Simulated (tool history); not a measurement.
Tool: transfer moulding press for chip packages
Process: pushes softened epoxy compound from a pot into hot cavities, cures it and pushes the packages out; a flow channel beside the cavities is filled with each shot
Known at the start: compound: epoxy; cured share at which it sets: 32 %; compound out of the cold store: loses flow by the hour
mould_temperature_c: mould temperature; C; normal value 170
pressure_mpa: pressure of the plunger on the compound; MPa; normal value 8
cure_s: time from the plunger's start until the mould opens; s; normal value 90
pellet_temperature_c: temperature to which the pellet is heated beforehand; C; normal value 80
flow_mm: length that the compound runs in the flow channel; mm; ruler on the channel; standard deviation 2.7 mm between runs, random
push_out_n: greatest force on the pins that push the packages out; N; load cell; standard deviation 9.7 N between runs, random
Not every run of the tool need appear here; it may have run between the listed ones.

run,hour,mould_temperature_c,pressure_mpa,cure_s,pellet_temperature_c,incoming compound's hours out of the cold store,flow_mm,push_out_n
1,0,170,8,90,80,37.3,599,436
# hour 64.1: cavities cleaned with cleaning compound and waxed
2,64.1,170,8,90,80,38.4,597,410
# hour 97.7: plunger's sealing rings changed
# hour 149.8: cavities cleaned with cleaning compound and waxed
3,149.8,170,8,90,80,18.8,647,442
4,212.8,170,8,79,80,25.8,623,551
# hour 234.4: cavities cleaned with cleaning compound and waxed
5,266.3,170,8,79,80,21.9,631,564
# hour 317.9: cavities cleaned with cleaning compound and waxed
6,317.9,170,8,79,80,32.4,613,561
# hour 343.1: plunger's sealing rings changed
7,377.3,170,8,85,80,19.2,645,493
# hour 407.8: cavities cleaned with cleaning compound and waxed
8,420.6,170,8,85,80,45.3,582,451
# hour 489.1: mould's thermocouples calibrated
# hour 493.3: cavities cleaned with cleaning compound and waxed
9,493.3,170,8,85,80,10.9,669,491
10,556.5,176,8,90,80,9,662,362
# hour 580.8: cavities cleaned with cleaning compound and waxed
# hour 589.9: plunger's sealing rings changed
11,610.1,170,7.36,90,80,13.8,630,446
12,662.5,171,7.35,90,80,40.4,565,415
# hour 669.6: cavities cleaned with cleaning compound and waxed
13,746.8,171,6.42,82,80,10.7,597,498
# hour 754.8: cavities cleaned with cleaning compound and waxed
14,789.8,171,8.14,97,80,9.9,674,382
# hour 833: plunger's sealing rings changed
15,833,169,8.14,84,80,35.6,608,530
# hour 846.9: cavities cleaned with cleaning compound and waxed
16,915,171,7.36,98,80,35.3,579,383
# hour 931.2: cavities cleaned with cleaning compound and waxed
17,975.1,172,7.96,90,80,42.6,586,381
# hour 1017.3: cavities cleaned with cleaning compound and waxed
18,1036.7,176,7.18,90,80,42.5,543,348
# hour 1077.4: plunger's sealing rings changed
# hour 1105.1: cavities cleaned with cleaning compound and waxed
19,1123.4,176,7.18,121,80,34.5,565,322
20,1172.5,176,7.18,121,80,14.5,613,342
# hour 1190.8: cavities cleaned with cleaning compound and waxed
21,1254.8,164,7.18,121,72,26.1,609,396

Here are 4 independent what-if runs from the current tool condition. What would each one return?
# hour 1276.4: cavities cleaned with cleaning compound and waxed
# hour 1326.3: plunger's sealing rings changed
A,1337.1,167,8,82,88,26.5,?,?
# hour 1276.4: cavities cleaned with cleaning compound and waxed
# hour 1326.3: plunger's sealing rings changed
B,1337.1,163,9.35,113,72,29.4,?,?
# hour 1276.4: cavities cleaned with cleaning compound and waxed
# hour 1326.3: plunger's sealing rings changed
C,1337.1,164,7.18,126,88,13.3,?,?
# hour 1276.4: cavities cleaned with cleaning compound and waxed
# hour 1326.3: plunger's sealing rings changed
D,1337.1,171,7.88,121,72,42.2,?,?

run,flow_mm,push_out_n
A,635,635
B,691,449
C,641,377
D,582,344
With the hidden condition removed and each run's random variation left untouched, the same runs would have given:
run,flow_mm,push_out_n
A,635,631
B,691,446
C,641,374
D,582,342

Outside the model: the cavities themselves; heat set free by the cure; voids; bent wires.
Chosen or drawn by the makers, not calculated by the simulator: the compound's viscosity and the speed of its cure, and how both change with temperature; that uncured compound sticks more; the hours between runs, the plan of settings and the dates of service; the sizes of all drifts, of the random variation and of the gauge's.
